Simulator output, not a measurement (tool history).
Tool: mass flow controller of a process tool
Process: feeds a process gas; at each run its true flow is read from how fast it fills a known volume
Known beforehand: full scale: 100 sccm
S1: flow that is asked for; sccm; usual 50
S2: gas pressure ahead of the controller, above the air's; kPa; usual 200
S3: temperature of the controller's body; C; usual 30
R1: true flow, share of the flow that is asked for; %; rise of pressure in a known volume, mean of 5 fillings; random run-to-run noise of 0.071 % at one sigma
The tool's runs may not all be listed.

{"run": 1, "day": 0.0, "S1": 50, "S2": 200, "S3": 30, "R1": 100.2}
{"run": 2, "day": 7.225, "S1": 50, "S2": 200, "S3": 30, "R1": 100.26}
{"run": 3, "day": 16.492, "S1": 50, "S2": 200, "S3": 30, "R1": 100.29}
{"run": 4, "day": 26.121, "S1": 13, "S2": 200, "S3": 30, "R1": 99.99}
{"run": 5, "day": 38.158, "S1": 16, "S2": 200, "S3": 30, "R1": 100.09}
{"run": 6, "day": 49.042, "S1": 50, "S2": 200, "S3": 30, "R1": 100.22}
{"run": 7, "day": 63.412, "S1": 50, "S2": 190, "S3": 30, "R1": 100.13}
{"run": 8, "day": 74.167, "S1": 50, "S2": 200, "S3": 33, "R1": 100.54}
{"run": 9, "day": 80.921, "S1": 28, "S2": 200, "S3": 30, "R1": 100.1}
{"run": 10, "day": 88.229, "S1": 28, "S2": 200, "S3": 30, "R1": 100.12}
{"run": 11, "day": 97.642, "S1": 28, "S2": 200, "S3": 30, "R1": 100.02}
{"run": 12, "day": 106.542, "S1": 28, "S2": 200, "S3": 31, "R1": 100.29}
{"run": 13, "day": 119.292, "S1": 28, "S2": 200, "S3": 31, "R1": 100.19}
{"run": 14, "day": 127.033, "S1": 50, "S2": 200, "S3": 30, "R1": 100.28}
{"run": 15, "day": 136.004, "S1": 50, "S2": 200, "S3": 30, "R1": 100.25}
{"run": 16, "day": 145.425, "S1": 50, "S2": 151, "S3": 30, "R1": 100.48}
{"run": 17, "day": 154.129, "S1": 50, "S2": 151, "S3": 30, "R1": 100.39}
{"run": 18, "day": 164.088, "S1": 18, "S2": 188, "S3": 26, "R1": 99.7}
{"day": 171.329, "done": "controller exchanged for a calibrated one"}
{"run": 19, "day": 177.354, "S1": 32, "S2": 156, "S3": 22, "R1": 99.43}
{"run": 20, "day": 186.108, "S1": 12, "S2": 256, "S3": 23, "R1": 99.02}
{"run": 21, "day": 199.633, "S1": 42, "S2": 145, "S3": 32, "R1": 100.73}
{"run": 22, "day": 214.071, "S1": 32, "S2": 158, "S3": 32, "R1": 100.51}
{"run": 23, "day": 228.033, "S1": 50, "S2": 196, "S3": 22, "R1": 99.5}
{"run": 24, "day": 237.454, "S1": 50, "S2": 196, "S3": 22, "R1": 99.36}
{"run": 25, "day": 244.542, "S1": 50, "S2": 223, "S3": 23, "R1": 99.32}
{"run": 26, "day": 250.767, "S1": 34, "S2": 223, "S3": 24, "R1": 99.33}
{"run": 27, "day": 264.425, "S1": 11, "S2": 226, "S3": 22, "R1": 99.06}
{"run": 28, "day": 273.85, "S1": 10, "S2": 224, "S3": 28, "R1": 99.68}
{"run": 29, "day": 287.308, "S1": 10, "S2": 224, "S3": 28, "R1": 99.81}

Forecast each of these 3 alternatives for the next run:
{"run": "A", "day": 297.917, "S1": 19, "S2": 156, "S3": 32, "R1": "?"}
{"run": "B", "day": 297.917, "S1": 91, "S2": 219, "S3": 28, "R1": "?"}
{"run": "C", "day": 297.917, "S1": 50, "S2": 200, "S3": 27, "R1": "?"}

run=A R1=100.47
run=B R1=100.14
run=C R1=100.03
Without the tool's unlogged condition, the same runs would have read:
run=A R1=100.46
run=B R1=100.14
run=C R1=100.03
